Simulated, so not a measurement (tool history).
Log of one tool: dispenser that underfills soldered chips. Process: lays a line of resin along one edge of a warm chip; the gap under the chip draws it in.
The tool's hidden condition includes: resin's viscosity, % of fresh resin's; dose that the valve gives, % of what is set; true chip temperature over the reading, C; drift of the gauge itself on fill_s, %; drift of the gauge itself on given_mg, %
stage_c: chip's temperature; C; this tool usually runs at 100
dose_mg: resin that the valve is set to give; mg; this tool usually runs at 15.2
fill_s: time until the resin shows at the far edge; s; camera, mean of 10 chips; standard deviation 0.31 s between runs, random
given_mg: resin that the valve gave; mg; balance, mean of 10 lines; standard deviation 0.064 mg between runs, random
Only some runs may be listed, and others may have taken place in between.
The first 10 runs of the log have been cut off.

| run | hour | stage_c | dose_mg | hours of work since the syringe was changed | hours of work since the valve was cleaned | hours of work since the stage was calibrated | fill_s | given_mg |
|---|---|---|---|---|---|---|---|---|
| 11 | 78.5 | 100 | 15.2 | 6 | 66 | 419 | 11.4 | 14.69 |
|  | 85.8 | new syringe of resin |
| 12 | 87.1 | 100 | 15.2 | 1 | 73 | 425 | 9.5 | 14.48 |
| 13 | 97.9 | 100 | 15.2 | 10 | 81 | 434 | 12.5 | 14.31 |
|  | 100.5 | new syringe of resin |
| 14 | 103.1 | 100 | 15.2 | 2 | 85 | 438 | 9.9 | 14.36 |
|  | 108.8 | dispensing valve cleaned and set on the balance |
|  | 115.2 | new syringe of resin |
| 15 | 115.8 | 100 | 15.2 | 0 | 5 | 447 | 9.4 | 15.11 |
| 16 | 126.3 | 100 | 15.2 | 9 | 14 | 455 | 11.9 | 15.09 |
|  | 129.2 | new syringe of resin |
| 17 | 137.7 | 100 | 15.2 | 7 | 22 | 464 | 11.6 | 14.98 |
|  | 143.1 | new syringe of resin |
| 18 | 146.2 | 100 | 15.2 | 3 | 29 | 470 | 10.2 | 14.98 |
| 19 | 155.8 | 114 | 16.1 | 10 | 36 | 478 | 8.8 | 15.75 |
|  | 157.2 | new syringe of resin |
| 20 | 163.8 | 99 | 14.1 | 5 | 42 | 484 | 11.9 | 13.71 |
|  | 171.6 | new syringe of resin |
| 21 | 174.4 | 99 | 14.1 | 2 | 51 | 492 | 10.5 | 13.66 |
| 22 | 181.5 | 85 | 17.3 | 8 | 56 | 498 | 19.1 | 16.62 |
|  | 185.9 | new syringe of resin |
| 23 | 190.1 | 86 | 16.3 | 3 | 63 | 504 | 15.7 | 15.67 |
|  | 200.1 | new syringe of resin |
| 24 | 200.1 | 100 | 15.2 | 0 | 70 | 512 | 9.5 | 14.55 |
| 25 | 204.9 | 97 | 15.2 | 4 | 74 | 516 | 11.4 | 14.45 |
| 26 | 211.4 | 91 | 19.8 | 9 | 79 | 521 | 15.8 | 18.79 |
|  | 213.8 | new syringe of resin |
| 27 | 222.1 | 87 | 14.4 | 7 | 88 | 529 | 17.3 | 13.62 |
|  | 224.9 | dispensing valve cleaned and set on the balance |
|  | 229.1 | new syringe of resin |
| 28 | 234.5 | 100 | 17.3 | 4 | 7 | 538 | 10.5 | 17.19 |
|  | 243.2 | new syringe of resin |
| 29 | 243.2 | 96 | 19.2 | 0 | 14 | 545 | 9.8 | 18.97 |
| 30 | 254.7 | 94 | 15.2 | 9 | 23 | 554 | 15.2 | 14.91 |
|  | 257.3 | new syringe of resin |
| 31 | 264.3 | 107 | 15.2 | 5 | 30 | 561 | 8.8 | 14.90 |
|  | 271.4 | new syringe of resin |
| 32 | 275.7 | 101 | 15.1 | 3 | 39 | 570 | 10.4 | 14.76 |
| 33 | 283.1 | 101 | 15.1 | 9 | 45 | 576 | 12.6 | 14.80 |
|  | 285.1 | new syringe of resin |
| 34 | 293.1 | 105 | 16.4 | 6 | 53 | 583 | 9.3 | 15.81 |
|  | 299.2 | new syringe of resin |
| 35 | 302.7 | 93 | 12.9 | 3 | 60 | 591 | 12.6 | 12.42 |

Forecast each of these 3 alternatives for the next run:
| A | 307.5 | 109 | 12.9 | 7 | 64 | 594 | ? | ? |
| B | 307.5 | 88 | 13.3 | 7 | 64 | 594 | ? | ? |
| C | 307.5 | 109 | 15.2 | 7 | 64 | 594 | ? | ? |

| run | fill_s | given_mg |
|---|---|---|
| A | 8.8 | 12.34 |
| B | 16.9 | 12.89 |
| C | 9.6 | 14.58 |
Without the tool's unlogged condition, the same runs would have read:
| run | fill_s | given_mg |
|---|---|---|
| A | 6.8 | 12.86 |
| B | 13.5 | 13.43 |
| C | 7.8 | 15.19 |
